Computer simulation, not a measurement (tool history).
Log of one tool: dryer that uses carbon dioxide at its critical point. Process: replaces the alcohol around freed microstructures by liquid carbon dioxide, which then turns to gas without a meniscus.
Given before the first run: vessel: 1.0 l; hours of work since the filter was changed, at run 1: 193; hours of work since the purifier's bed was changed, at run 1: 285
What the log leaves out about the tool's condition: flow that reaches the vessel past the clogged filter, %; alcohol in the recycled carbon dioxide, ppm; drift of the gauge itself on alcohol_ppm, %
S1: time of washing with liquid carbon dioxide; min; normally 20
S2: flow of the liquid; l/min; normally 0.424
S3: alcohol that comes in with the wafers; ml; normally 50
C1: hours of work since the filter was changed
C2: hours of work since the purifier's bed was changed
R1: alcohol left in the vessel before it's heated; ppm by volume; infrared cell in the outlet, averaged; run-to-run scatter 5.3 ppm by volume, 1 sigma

run	day	S1	S2	S3	C1	C2	R1
1	0.000	20	0.424	50	193	285	231
2	0.408	20	0.424	46	200	292	228
3	0.933	15	0.424	46	209	301	727
4	1.362	23	0.424	46	217	308	144
5	1.579	23	0.424	46	220	312	142
6	1.996	23	0.424	46	228	319	148
7	2.317	23	0.424	46	233	325	157
8	2.717	23	0.424	46	240	332	150
9	3.217	23	0.424	46	248	340	152
10	3.525	20	0.424	50	254	346	266
11	3.742	20	0.424	50	257	349	278
12	4.212	20	0.424	50	265	357	281
13	4.696	20	0.424	50	274	366	283
14	5.179	20	0.424	50	282	374	291
15	5.446	20	0.424	50	287	378	296
16	5.912	20	0.424	50	295	386	294
17	6.421	20	0.424	50	303	395	306
18	6.821	20	0.424	50	310	402	312
19	7.242	20	0.431	50	317	409	294
20	7.579	20	0.481	50	323	415	192
21	7.992	20	0.481	50	330	422	200
22	8.217	20	0.481	50	334	426	198
23	8.442	26	0.436	50	338	430	143
24	8.908	21	0.424	50	346	438	277
25	9.175	15	0.706	25	351	442	120
26	9.583	15	0.706	25	357	449	127
27	10.100	14	0.579	90	366	458	625
28	10.571	17	0.543	70	374	466	307
29	10.971	23	0.539	70	381	473	125
30	11.475	21	0.380	50	390	482	468
31	11.696	21	0.380	50	394	486	488
# day 12.058: inlet filter changed
32	12.058	17	0.341	88	0	491	1552
33	12.562	21	0.424	20	9	500	139
34	12.875	21	0.424	21	14	505	146
35	13.229	18	0.286	28	20	511	870
36	13.567	18	0.286	28	26	517	865
37	13.808	18	0.286	28	30	521	887
38	14.304	13	0.531	103	38	529	823
39	14.525	13	0.531	103	42	533	842
40	14.862	13	0.531	103	48	539	836
41	15.100	13	0.531	103	52	543	848

Branching from run 41: 5 alternative next runs. What would each branch give?
A	15.396	20	0.598	31	57	548	?
B	15.396	15	0.531	97	57	548	?
C	15.396	20	0.290	111	57	548	?
D	15.396	18	0.539	103	57	548	?
E	15.396	13	0.408	50	57	548	?

run	R1
A	118
B	444
C	2143
D	221
E	1326
What these runs would have given with no unlogged condition in the tool:
run	R1
A	7
B	293
C	1854
D	94
E	1114
